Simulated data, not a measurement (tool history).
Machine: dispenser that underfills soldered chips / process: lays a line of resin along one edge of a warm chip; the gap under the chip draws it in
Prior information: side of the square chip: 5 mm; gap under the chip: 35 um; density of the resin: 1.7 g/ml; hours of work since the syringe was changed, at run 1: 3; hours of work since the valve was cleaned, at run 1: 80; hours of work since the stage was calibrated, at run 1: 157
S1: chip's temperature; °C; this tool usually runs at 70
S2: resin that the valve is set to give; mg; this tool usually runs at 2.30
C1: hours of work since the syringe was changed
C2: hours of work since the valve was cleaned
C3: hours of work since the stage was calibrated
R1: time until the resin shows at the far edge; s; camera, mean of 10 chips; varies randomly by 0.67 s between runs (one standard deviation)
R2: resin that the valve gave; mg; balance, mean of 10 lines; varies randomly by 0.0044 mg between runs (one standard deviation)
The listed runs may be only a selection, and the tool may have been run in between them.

run   hour  S1    S2  C1  C2   C3     R1     R2
  1    0.0  70  2.30   3  80  157   73.3  2.235
       8.1  -- new syringe of resin
  2    9.2  70  2.30   1  86  163   63.9  2.233
      15.8  -- dispensing valve cleaned and set on the balance
  3   18.9  70  2.30   6   2  168   85.3  2.299
      22.1  -- new syringe of resin
  4   30.0  64  2.30   5   8  174  101.2  2.291
      35.1  -- new syringe of resin
  5   39.4  64  2.30   3  14  180   92.7  2.286
  6   45.7  64  2.30   6  18  184  113.5  2.279
      48.6  -- new syringe of resin
  7   55.4  70  2.55   4  23  189   75.0  2.526
      62.0  -- new syringe of resin
  8   63.7  70  2.55   1  28  194   63.3  2.530
  9   71.0  70  2.30   5  33  198   84.3  2.270
      74.8  -- new syringe of resin
 10   77.5  70  2.30   2  36  202   66.2  2.273
 11   84.9  70  2.61   6  41  207   85.5  2.569
      87.9  -- new syringe of resin
 12   92.5  70  2.61   3  45  211   70.8  2.568
 13   99.1  82  2.30   7  49  215   56.3  2.269
     101.5  -- new syringe of resin
 14  109.5  70  2.30   5  55  221   82.0  2.257
     114.4  -- new syringe of resin
 15  116.4  70  2.63   1  59  225   64.8  2.575
 16  124.8  70  2.63   6  64  230   88.2  2.589
     127.5  -- new syringe of resin
 17  129.7  70  2.63   1  67  233   65.0  2.576
 18  138.4  70  2.73   7  72  238   88.3  2.662
     140.9  -- new syringe of resin
 19  145.8  70  2.05   3  77  242   74.3  1.994

For run 20, what comes out?
     153.9  -- new syringe of resin
 20  156.0  70  2.05   1  83  248   ?   ?

{"run 20": {"R1": 68.8, "R2": 1.992}}
If the tool had no hidden condition, the same run with the same run-to-run variation would have returned R1 60.9 s, R2 2.046 mg.
